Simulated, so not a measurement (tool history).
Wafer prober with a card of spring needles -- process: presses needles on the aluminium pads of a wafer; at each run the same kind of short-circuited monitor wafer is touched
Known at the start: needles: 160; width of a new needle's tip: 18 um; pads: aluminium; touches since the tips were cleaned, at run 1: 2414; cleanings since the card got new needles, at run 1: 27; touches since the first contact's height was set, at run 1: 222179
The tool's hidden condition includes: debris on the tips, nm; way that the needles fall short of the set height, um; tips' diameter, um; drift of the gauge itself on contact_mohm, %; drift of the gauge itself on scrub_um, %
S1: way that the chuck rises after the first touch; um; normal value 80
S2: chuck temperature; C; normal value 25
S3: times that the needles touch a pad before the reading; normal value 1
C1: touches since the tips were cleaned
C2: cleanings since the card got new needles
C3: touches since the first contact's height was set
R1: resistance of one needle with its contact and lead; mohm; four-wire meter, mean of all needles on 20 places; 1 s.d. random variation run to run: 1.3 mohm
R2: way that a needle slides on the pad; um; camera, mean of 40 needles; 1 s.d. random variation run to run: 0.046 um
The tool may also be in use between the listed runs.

run,hour,S1,S2,S3,C1,C2,C3,R1,R2
1,0.0,80,25,1,2414,27,222179,204,21.67
# hour 12.0: height of the first contact set anew
# hour 20.6: tips cleaned on abrasive film
2,34.6,96,25,1,3272,28,5270,191,26.66
# hour 51.5: tips cleaned on abrasive film
3,67.6,96,25,1,3750,29,12947,191,26.50
# hour 83.3: tips cleaned on abrasive film
4,89.9,96,25,1,1545,30,18126,158,26.52
# hour 113.1: tips cleaned on abrasive film
5,119.2,96,25,1,1424,31,24944,161,26.60
6,133.8,80,25,1,4850,31,28370,230,22.13
# hour 143.0: tips cleaned on abrasive film
7,150.2,80,25,1,1665,32,32162,190,22.13
# hour 174.2: tips cleaned on abrasive film
8,176.9,67,25,1,653,33,38394,167,18.43
# hour 205.0: tips cleaned on abrasive film
9,205.2,67,25,1,49,34,44978,128,18.48
10,227.8,67,25,1,5322,34,50251,279,18.46
# hour 236.3: tips cleaned on abrasive film
11,256.7,67,25,1,4785,35,56985,276,18.46
# hour 266.7: tips cleaned on abrasive film
12,291.2,67,25,1,5733,36,65020,282,18.39

Consider 3 possible next runs. They are alternatives, not a sequence: every one starts from the tool as it was left by run 12. What does each give?
# hour 297.4: tips cleaned on abrasive film
A,325.9,66,25,1,6657,37,73094,?,?
# hour 297.4: tips cleaned on abrasive film
B,325.9,82,25,1,6657,37,73094,?,?
# hour 297.4: tips cleaned on abrasive film
C,325.9,80,25,2,6657,37,73094,?,?

run,R1,R2
A,289,18.20
B,232,22.53
C,192,22.01
Take away the tool's hidden state, keep each run's random variation, and the runs would have read:
run,R1,R2
A,113,18.39
B,111,22.72
C,114,22.19
